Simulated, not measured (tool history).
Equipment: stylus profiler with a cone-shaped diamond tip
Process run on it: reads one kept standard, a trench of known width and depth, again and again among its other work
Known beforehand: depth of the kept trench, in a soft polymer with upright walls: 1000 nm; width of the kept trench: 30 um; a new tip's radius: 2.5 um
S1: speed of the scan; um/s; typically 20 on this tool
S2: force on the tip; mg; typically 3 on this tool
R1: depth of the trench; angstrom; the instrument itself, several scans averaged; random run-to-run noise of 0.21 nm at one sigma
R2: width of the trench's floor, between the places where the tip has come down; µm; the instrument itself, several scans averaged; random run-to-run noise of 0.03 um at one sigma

{"run": 1, "hour": 0.0, "S1": 20, "S2": 3, "R1": 10070.1, "R2": 24.35}
{"run": 2, "hour": 9.0, "S1": 20, "S2": 3, "R1": 10072.5, "R2": 24.34}
{"run": 3, "hour": 23.9, "S1": 20, "S2": 3, "R1": 10071.1, "R2": 24.33}
{"run": 4, "hour": 37.6, "S1": 20, "S2": 3, "R1": 10069.5, "R2": 24.29}
{"run": 5, "hour": 47.9, "S1": 20, "S2": 3, "R1": 10075.2, "R2": 24.3}
{"run": 6, "hour": 59.4, "S1": 20, "S2": 3, "R1": 10073.7, "R2": 24.33}
{"run": 7, "hour": 66.8, "S1": 20, "S2": 3, "R1": 10073.4, "R2": 24.19}
{"run": 8, "hour": 76.7, "S1": 20, "S2": 2.76, "R1": 10068.5, "R2": 24.23}
{"run": 9, "hour": 83.8, "S1": 20, "S2": 2.76, "R1": 10066.1, "R2": 24.15}
{"run": 10, "hour": 96.5, "S1": 20, "S2": 3.24, "R1": 10074, "R2": 24.14}
{"run": 11, "hour": 112.2, "S1": 20, "S2": 2.92, "R1": 10071.3, "R2": 24.12}
{"run": 12, "hour": 122.2, "S1": 20, "S2": 2.92, "R1": 10069.3, "R2": 24.09}
{"run": 13, "hour": 133.0, "S1": 40, "S2": 3, "R1": 10075.3, "R2": 24.04}
{"run": 14, "hour": 148.5, "S1": 26, "S2": 2.56, "R1": 10063.1, "R2": 24.02}
{"run": 15, "hour": 161.6, "S1": 21, "S2": 2.3, "R1": 10065.2, "R2": 24}
{"run": 16, "hour": 172.8, "S1": 75, "S2": 5.01, "R1": 10095.9, "R2": 23.84}
{"run": 17, "hour": 188.8, "S1": 27, "S2": 2.5, "R1": 10063.4, "R2": 23.97}
{"run": 18, "hour": 198.9, "S1": 10, "S2": 1.6, "R1": 10054.9, "R2": 23.91}
{"run": 19, "hour": 210.3, "S1": 10, "S2": 1.6, "R1": 10047.9, "R2": 23.92}
{"run": 20, "hour": 224.6, "S1": 20, "S2": 4.41, "R1": 10092.2, "R2": 23.94}
{"run": 21, "hour": 237.7, "S1": 6, "S2": 1.34, "R1": 10047.8, "R2": 23.87}
{"run": 22, "hour": 245.1, "S1": 20, "S2": 2.37, "R1": 10062.8, "R2": 23.86}
{"run": 23, "hour": 261.2, "S1": 8, "S2": 3.93, "R1": 10084.2, "R2": 23.88}
{"run": 24, "hour": 269.3, "S1": 31, "S2": 2.24, "R1": 10063.1, "R2": 23.74}
{"run": 25, "hour": 280.2, "S1": 9, "S2": 4.49, "R1": 10090.4, "R2": 23.77}
{"run": 26, "hour": 292.5, "S1": 9, "S2": 4.49, "R1": 10092.2, "R2": 23.74}

Consider 4 possible next runs. They are alternatives, not a sequence: every one starts from the tool as it was left by run 26. What does each give?
{"run": "A", "hour": 299.5, "S1": 43, "S2": 1.38, "R1": "?", "R2": "?"}
{"run": "B", "hour": 299.5, "S1": 10, "S2": 3, "R1": "?", "R2": "?"}
{"run": "C", "hour": 299.5, "S1": 70, "S2": 4.79, "R1": "?", "R2": "?"}
{"run": "D", "hour": 299.5, "S1": 6, "S2": 3.51, "R1": "?", "R2": "?"}

run=A R1=10047.1 R2=23.6
run=B R1=10073 R2=23.75
run=C R1=10096.3 R2=23.6
run=D R1=10079.7 R2=23.79
Take away the tool's hidden state, keep each run's random variation, and the runs would have read:
run=A R1=10034.4 R2=25.81
run=B R1=10060.2 R2=25.96
run=C R1=10083.5 R2=25.81
run=D R1=10066.9 R2=26
